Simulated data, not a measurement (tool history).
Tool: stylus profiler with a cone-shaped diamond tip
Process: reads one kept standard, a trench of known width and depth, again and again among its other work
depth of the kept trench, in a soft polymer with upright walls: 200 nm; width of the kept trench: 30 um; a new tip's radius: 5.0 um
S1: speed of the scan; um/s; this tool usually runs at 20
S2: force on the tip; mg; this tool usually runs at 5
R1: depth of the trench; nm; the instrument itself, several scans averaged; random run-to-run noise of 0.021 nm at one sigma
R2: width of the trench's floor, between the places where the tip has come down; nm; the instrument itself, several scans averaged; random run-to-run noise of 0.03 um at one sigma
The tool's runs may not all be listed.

{"run": 1, "hour": 0.0, "S1": 20, "S2": 5, "R1": 204.53, "R2": 27000}
{"run": 2, "hour": 19.4, "S1": 20, "S2": 4.16, "R1": 204.01, "R2": 27020}
{"run": 3, "hour": 45.1, "S1": 28, "S2": 5, "R1": 204.55, "R2": 27000}
{"run": 4, "hour": 66.9, "S1": 20, "S2": 5, "R1": 204.53, "R2": 27050}
{"run": 5, "hour": 99.1, "S1": 20, "S2": 5, "R1": 204.5, "R2": 27030}
{"run": 6, "hour": 130.3, "S1": 20, "S2": 5, "R1": 204.52, "R2": 26990}
{"run": 7, "hour": 144.3, "S1": 20, "S2": 2.71, "R1": 203.01, "R2": 27000}
{"run": 8, "hour": 162.8, "S1": 20, "S2": 1.89, "R1": 202.35, "R2": 26950}
{"run": 9, "hour": 193.3, "S1": 20, "S2": 1.89, "R1": 202.32, "R2": 26910}
{"run": 10, "hour": 211.3, "S1": 20, "S2": 4.64, "R1": 204.3, "R2": 27000}
{"run": 11, "hour": 237.9, "S1": 20, "S2": 4.64, "R1": 204.29, "R2": 27010}
{"run": 12, "hour": 267.7, "S1": 38, "S2": 4.64, "R1": 204.29, "R2": 26930}
{"run": 13, "hour": 281.7, "S1": 20, "S2": 5, "R1": 204.44, "R2": 26960}
{"run": 14, "hour": 308.3, "S1": 20, "S2": 5, "R1": 204.52, "R2": 26980}
{"run": 15, "hour": 323.3, "S1": 20, "S2": 5, "R1": 204.47, "R2": 27030}
{"run": 16, "hour": 342.5, "S1": 20, "S2": 5, "R1": 204.47, "R2": 27050}
{"run": 17, "hour": 367.8, "S1": 20, "S2": 5, "R1": 204.46, "R2": 26930}
{"run": 18, "hour": 381.2, "S1": 20, "S2": 5, "R1": 204.47, "R2": 26950}
{"run": 19, "hour": 412.9, "S1": 20, "S2": 5, "R1": 204.47, "R2": 27020}
{"run": 20, "hour": 437.6, "S1": 20, "S2": 5, "R1": 204.47, "R2": 26950}
{"hour": 439.5, "done": "height scale calibrated on a step standard"}
{"run": 21, "hour": 458.5, "S1": 7, "S2": 8.7, "R1": 206.41, "R2": 27000}
{"run": 22, "hour": 483.8, "S1": 38, "S2": 5.94, "R1": 204.96, "R2": 26950}
{"run": 23, "hour": 513.4, "S1": 39, "S2": 14.24, "R1": 209.03, "R2": 26940}
{"hour": 527.1, "done": "height scale calibrated on a step standard, once more"}
{"run": 24, "hour": 529.0, "S1": 39, "S2": 14.24, "R1": 209.12, "R2": 26950}
{"run": 25, "hour": 544.4, "S1": 7, "S2": 6.22, "R1": 205.26, "R2": 26990}
{"run": 26, "hour": 561.8, "S1": 14, "S2": 2.79, "R1": 203.05, "R2": 26910}
{"run": 27, "hour": 579.6, "S1": 10, "S2": 2.03, "R1": 202.44, "R2": 26930}
{"run": 28, "hour": 600.3, "S1": 10, "S2": 2.03, "R1": 202.46, "R2": 26950}
{"run": 29, "hour": 621.3, "S1": 8, "S2": 5.32, "R1": 204.68, "R2": 26970}
{"run": 30, "hour": 646.1, "S1": 54, "S2": 6.65, "R1": 205.47, "R2": 26870}
{"run": 31, "hour": 671.6, "S1": 8, "S2": 8.91, "R1": 206.62, "R2": 26910}
{"run": 32, "hour": 701.0, "S1": 6, "S2": 6.56, "R1": 205.38, "R2": 26950}
{"run": 33, "hour": 729.1, "S1": 44, "S2": 5, "R1": 204.51, "R2": 26790}
{"run": 34, "hour": 758.2, "S1": 21, "S2": 4.44, "R1": 204.16, "R2": 26850}
{"run": 35, "hour": 782.6, "S1": 18, "S2": 5, "R1": 204.49, "R2": 26870}
{"run": 36, "hour": 801.6, "S1": 29, "S2": 2.12, "R1": 202.51, "R2": 26780}
{"run": 37, "hour": 824.5, "S1": 11, "S2": 2.91, "R1": 203.11, "R2": 26880}
{"run": 38, "hour": 843.8, "S1": 41, "S2": 6.95, "R1": 205.59, "R2": 26910}
{"run": 39, "hour": 868.1, "S1": 55, "S2": 3.96, "R1": 203.78, "R2": 26690}
{"run": 40, "hour": 887.9, "S1": 39, "S2": 5, "R1": 204.46, "R2": 26770}

How would selected steps in R1 from run to run divide? Give the signed amount a tool lacking its hidden state would still show from settings, what came in and random variation, and the signed amount left for the hidden state, including any gauge scatter that is not in both of the compared results.
The hidden state here: radius of the tip, um; height scale over the true one, %; drift of the gauge itself on depth_nm, %; drift of the gauge itself on floor_um, %.
Run 20 -> 21: S1 20 -> 7, S2 5 -> 8.7, height scale calibrated on a step standard. R1 +1.94 nm: hidden state -0.04, all else +1.98.
Run 22 -> 23: S1 38 -> 39, S2 5.94 -> 14.24. R1 +4.07 nm: hidden state -0.01, all else +4.08.
Run 23 -> 24: height scale calibrated on a step standard, once more. R1 +0.09 nm: hidden state +0.12, all else -0.03.
Run 24 -> 25: S1 39 -> 7, S2 14.24 -> 6.22. R1 -3.86 nm: hidden state +0, all else -3.86.
Run 28 -> 29: S1 10 -> 8, S2 2.03 -> 5.32. R1 +2.22 nm: hidden state -0.02, all else +2.24.
Run 37 -> 38: S1 11 -> 41, S2 2.91 -> 6.95. R1 +2.48 nm: hidden state +0, all else +2.48.
